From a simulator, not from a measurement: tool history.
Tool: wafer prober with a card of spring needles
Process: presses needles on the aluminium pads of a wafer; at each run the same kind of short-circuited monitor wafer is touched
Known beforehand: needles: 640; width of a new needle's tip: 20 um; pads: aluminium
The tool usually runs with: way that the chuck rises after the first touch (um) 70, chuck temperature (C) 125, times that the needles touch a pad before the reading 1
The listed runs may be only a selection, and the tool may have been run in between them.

run,hour,way that the chuck rises after the first touch (um),chuck temperature (C),times that the needles touch a pad before the reading,resistance of one needle with its contact and lead (mohm),way that a needle slides on the pad (um)
1,0,70,125,1,360,13.51
# hour 2.9: tips cleaned on abrasive film
# hour 5.8: tips cleaned on abrasive film
# hour 9.3: tips cleaned on abrasive film
# hour 12.2: tips cleaned on abrasive film
# hour 15.8: tips cleaned on abrasive film
# hour 18.7: tips cleaned on abrasive film
# hour 22.3: tips cleaned on abrasive film
# hour 25.9: tips cleaned on abrasive film
# hour 28.7: tips cleaned on abrasive film
# hour 31.6: tips cleaned on abrasive film
# hour 35.2: tips cleaned on abrasive film
# hour 38.8: tips cleaned on abrasive film
2,41.5,70,125,1,440,13.14
# hour 42.3: tips cleaned on abrasive film
# hour 45.9: tips cleaned on abrasive film
# hour 49.5: tips cleaned on abrasive film
# hour 52.3: tips cleaned on abrasive film
# hour 55.9: tips cleaned on abrasive film
# hour 59.5: tips cleaned on abrasive film
# hour 62.4: tips cleaned on abrasive film
# hour 66: tips cleaned on abrasive film
# hour 69.6: tips cleaned on abrasive film
# hour 72.4: tips cleaned on abrasive film
# hour 76: tips cleaned on abrasive film
# hour 78.9: tips cleaned on abrasive film
# hour 82.5: tips cleaned on abrasive film
# hour 86.1: tips cleaned on abrasive film
# hour 89.6: tips cleaned on abrasive film
# hour 93.2: tips cleaned on abrasive film
# hour 96.1: tips cleaned on abrasive film
# hour 99.7: tips cleaned on abrasive film
# hour 103.3: tips cleaned on abrasive film
# hour 106.8: tips cleaned on abrasive film
# hour 110.4: tips cleaned on abrasive film
# hour 114: tips cleaned on abrasive film
# hour 117.6: tips cleaned on abrasive film
# hour 121.2: tips cleaned on abrasive film
3,123.1,70,125,1,435,12.33
# hour 124.6: tips cleaned on abrasive film
# hour 128.2: tips cleaned on abrasive film
# hour 131.8: tips cleaned on abrasive film
# hour 135.4: tips cleaned on abrasive film
# hour 139: tips cleaned on abrasive film
# hour 142.5: tips cleaned on abrasive film
# hour 145.4: tips cleaned on abrasive film
# hour 145.7: height of the first contact set anew
# hour 149.3: tips cleaned on abrasive film
# hour 152.9: tips cleaned on abrasive film
# hour 156.5: tips cleaned on abrasive film
# hour 160: tips cleaned on abrasive film
# hour 162.9: tips cleaned on abrasive film
# hour 166.5: tips cleaned on abrasive film
4,168.7,70,125,1,413,14.48
# hour 169.5: tips cleaned on abrasive film
# hour 173.1: tips cleaned on abrasive film
# hour 176.7: tips cleaned on abrasive film
# hour 180.2: tips cleaned on abrasive film
# hour 183.8: tips cleaned on abrasive film
# hour 186.7: tips cleaned on abrasive film
# hour 190.3: tips cleaned on abrasive film
# hour 193.9: tips cleaned on abrasive film
# hour 197.4: tips cleaned on abrasive film
# hour 201: tips cleaned on abrasive film
# hour 204.6: tips cleaned on abrasive film
# hour 208.2: tips cleaned on abrasive film
# hour 211.8: tips cleaned on abrasive film
# hour 214.6: tips cleaned on abrasive film
# hour 218.2: tips cleaned on abrasive film
# hour 221.8: tips cleaned on abrasive film
# hour 225.4: tips cleaned on abrasive film
# hour 228.3: tips cleaned on abrasive film
# hour 231.9: tips cleaned on abrasive film
# hour 235.4: tips cleaned on abrasive film
# hour 238.3: tips cleaned on abrasive film
# hour 241.9: tips cleaned on abrasive film
# hour 245.5: tips cleaned on abrasive film
5,247,70,125,1,403,14.06
# hour 248.5: tips cleaned on abrasive film
# hour 252: tips cleaned on abrasive film
# hour 255.6: tips cleaned on abrasive film
# hour 259.2: tips cleaned on abrasive film
# hour 262.1: tips cleaned on abrasive film
# hour 265.7: tips cleaned on abrasive film
# hour 269.2: tips cleaned on abrasive film
# hour 272.1: tips cleaned on abrasive film
# hour 275.7: tips cleaned on abrasive film
# hour 278.6: tips cleaned on abrasive film
# hour 282.2: tips cleaned on abrasive film
# hour 285.8: tips cleaned on abrasive film
# hour 288.7: tips cleaned on abrasive film
6,288.7,70,36,1,289,13.81
# hour 292.2: tips cleaned on abrasive film
# hour 295.1: tips cleaned on abrasive film
# hour 298: tips cleaned on abrasive film
# hour 301.6: tips cleaned on abrasive film
# hour 305.2: tips cleaned on abrasive film
# hour 308.8: tips cleaned on abrasive film
# hour 312.3: tips cleaned on abrasive film
# hour 315.9: tips cleaned on abrasive film
# hour 319.5: tips cleaned on abrasive film
# hour 322.4: tips cleaned on abrasive film
# hour 326: tips cleaned on abrasive film
# hour 329.5: tips cleaned on abrasive film
# hour 332.4: tips cleaned on abrasive film
# hour 335.3: tips cleaned on abrasive film
# hour 338.9: tips cleaned on abrasive film
7,341.5,79,36,2,358,15.14
# hour 342.3: tips cleaned on abrasive film
# hour 345.9: tips cleaned on abrasive film
# hour 349.5: tips cleaned on abrasive film
# hour 353.1: tips cleaned on abrasive film
# hour 356.7: tips cleaned on abrasive film
# hour 360.2: tips cleaned on abrasive film
# hour 363.8: tips cleaned on abrasive film
# hour 367.4: tips cleaned on abrasive film
# hour 371: tips cleaned on abrasive film
# hour 373.9: tips cleaned on abrasive film
# hour 377.5: tips cleaned on abrasive film
# hour 381: tips cleaned on abrasive film
8,383.5,70,86,2,409,13.16
# hour 384.3: tips cleaned on abrasive film
# hour 387.9: tips cleaned on abrasive film
# hour 390.8: tips cleaned on abrasive film
# hour 394.3: tips cleaned on abrasive film
# hour 397.9: tips cleaned on abrasive film
# hour 401.5: tips cleaned on abrasive film
# hour 405.1: tips cleaned on abrasive film
# hour 408.7: tips cleaned on abrasive film
# hour 411.5: tips cleaned on abrasive film
# hour 414.4: tips cleaned on abrasive film
# hour 418: tips cleaned on abrasive film
# hour 421.6: tips cleaned on abrasive film
# hour 425.2: tips cleaned on abrasive film
# hour 428.8: tips cleaned on abrasive film
# hour 432.3: tips cleaned on abrasive film
# hour 435.9: tips cleaned on abrasive film
# hour 439.5: tips cleaned on abrasive film
# hour 443.1: tips cleaned on abrasive film
# hour 446.7: tips cleaned on abrasive film
# hour 450.2: tips cleaned on abrasive film
# hour 453.8: tips cleaned on abrasive film
# hour 457.4: tips cleaned on abrasive film
# hour 461: tips cleaned on abrasive film
9,463,74,72,2,392,13.55
# hour 464.5: tips cleaned on abrasive film
# hour 468.1: tips cleaned on abrasive film
# hour 471: tips cleaned on abrasive film
# hour 474.6: tips cleaned on abrasive film
# hour 477.5: tips cleaned on abrasive film
# hour 481.1: tips cleaned on abrasive film
# hour 483.4: height of the first contact set anew
# hour 484.9: tips cleaned on abrasive film
# hour 488.5: tips cleaned on abrasive film
# hour 492.1: tips cleaned on abrasive film
# hour 495.7: tips cleaned on abrasive film
# hour 499.3: tips cleaned on abrasive film
# hour 502.8: tips cleaned on abrasive film
# hour 506.4: tips cleaned on abrasive film
# hour 510: tips cleaned on abrasive film
# hour 513.6: tips cleaned on abrasive film
# hour 517.2: tips cleaned on abrasive film
# hour 520.7: tips cleaned on abrasive film
# hour 524.3: tips cleaned on abrasive film
# hour 527.9: tips cleaned on abrasive film
# hour 531.5: tips cleaned on abrasive film
# hour 535.1: tips cleaned on abrasive film
# hour 538.6: tips cleaned on abrasive film
# hour 542.2: tips cleaned on abrasive film
# hour 545.8: tips cleaned on abrasive film
# hour 549.4: tips cleaned on abrasive film
# hour 553: tips cleaned on abrasive film
# hour 556.5: tips cleaned on abrasive film
# hour 560.1: tips cleaned on abrasive film
# hour 563: tips cleaned on abrasive film
10,563.9,68,72,2,358,13.87
# hour 566.1: tips cleaned on abrasive film
# hour 569.7: tips cleaned on abrasive film
# hour 573.3: tips cleaned on abrasive film
# hour 576.9: tips cleaned on abrasive film
# hour 580.4: tips cleaned on abrasive film
# hour 583.3: tips cleaned on abrasive film
# hour 586.9: tips cleaned on abrasive film
# hour 590.5: tips cleaned on abrasive film
# hour 594.1: tips cleaned on abrasive film
# hour 597.6: tips cleaned on abrasive film
# hour 600.5: tips cleaned on abrasive film
# hour 604.1: tips cleaned on abrasive film
# hour 607.7: tips cleaned on abrasive film
# hour 610.6: tips cleaned on abrasive film
# hour 614.2: tips cleaned on abrasive film
# hour 617.7: tips cleaned on abrasive film
# hour 620.6: tips cleaned on abrasive film
# hour 624.2: tips cleaned on abrasive film
# hour 627.8: tips cleaned on abrasive film
11,629,78,40,1,405,15.42

Same runs, no hidden state in the tool, same run-to-run variation:
The tool's hidden condition here consists of: debris on the tips, nm; way that the needles fall short of the set height, um; tips' diameter, um; drift of the gauge itself on contact_mohm, %; drift of the gauge itself on scrub_um, %.
run,resistance of one needle with its contact and lead (mohm),way that a needle slides on the pad (um)
1,289,14.75
2,285,14.63
3,284,14.32
4,284,14.61
5,285,14.72
6,257,14.74
7,257,16.41
8,275,14.72
9,268,15.67
10,271,14.4
11,259,16.4

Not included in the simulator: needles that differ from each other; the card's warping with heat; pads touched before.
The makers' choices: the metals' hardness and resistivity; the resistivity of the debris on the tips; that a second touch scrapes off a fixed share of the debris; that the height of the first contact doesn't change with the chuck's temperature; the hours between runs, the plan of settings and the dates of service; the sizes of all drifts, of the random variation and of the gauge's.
